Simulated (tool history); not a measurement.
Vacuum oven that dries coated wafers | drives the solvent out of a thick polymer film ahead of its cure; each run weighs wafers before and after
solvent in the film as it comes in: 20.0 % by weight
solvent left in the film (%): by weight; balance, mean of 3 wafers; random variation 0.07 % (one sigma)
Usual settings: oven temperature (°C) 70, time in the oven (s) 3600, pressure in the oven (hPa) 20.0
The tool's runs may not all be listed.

run    hour  oven temperature (°C)  time in the oven (s)  pressure in the oven (hPa)  solvent left in the film (%)
  1     0.0                     70                  3600                        20.0                          5.27
  2    94.3                     70                  3600                        27.2                          6.65
  3   215.5                     70                  3600                        27.2                          6.58
  4   279.7                     70                  3600                        27.2                          6.68
  5   340.4                     70                  3600                        20.0                          5.41
  6   392.0                     70                  3600                        20.0                          5.55
  7   496.2                     70                  3600                        20.0                          5.25
  8   553.4                     70                  3600                        20.0                          5.44
  9   629.8                     70                  3600                        20.0                          5.49
 10   735.2                     70                  3600                        20.0                          5.45
 11   817.6                     70                  3600                        20.0                          5.53
 12   904.3                     70                  3600                        20.0                          5.58
 13  1013.7                     70                  3600                        20.0                          5.60
 14  1077.5                     60                  3600                        12.0                          8.63
 15  1159.9                     60                  3600                        12.0                          8.89
 16  1238.9                     60                  3180                        12.0                          9.28
 17  1324.6                     63                  2520                        12.0                          9.09
     1383.6  -- oven's thermocouples calibrated
 18  1413.0                     63                  2520                        12.0                          7.97
 19  1494.7                     70                  3600                        62.5                         12.37
 20  1611.9                     83                  3000                        23.6                          2.80
 21  1719.0                     70                  3600                        65.1                         13.13
 22  1840.0                     70                  3600                        65.1                         13.19
 23  1949.4                     55                  5280                        48.4                         19.14
 24  2015.1                     55                  5280                        59.4                         20.01

5 ways to go on from here, each from the tool as it stands after run 24. What would each give?
  A  2112.6                     65                  5460                        41.5                             ?
  B  2112.6                     83                  3480                        42.0                             ?
  C  2112.6                     68                  3960                        19.9                             ?
  D  2112.6                     70                  5880                        15.3                             ?
  E  2112.6                     70                  5220                        20.0                             ?

run  solvent left in the film (%)
  A                         11.16
  B                          4.89
  C                          5.64
  D                          3.46
  E                          4.61
Without the tool's hidden state the same runs would have given:
run  solvent left in the film (%)
  A                         10.63
  B                          4.64
  C                          5.21
  D                          3.07
  E                          4.21

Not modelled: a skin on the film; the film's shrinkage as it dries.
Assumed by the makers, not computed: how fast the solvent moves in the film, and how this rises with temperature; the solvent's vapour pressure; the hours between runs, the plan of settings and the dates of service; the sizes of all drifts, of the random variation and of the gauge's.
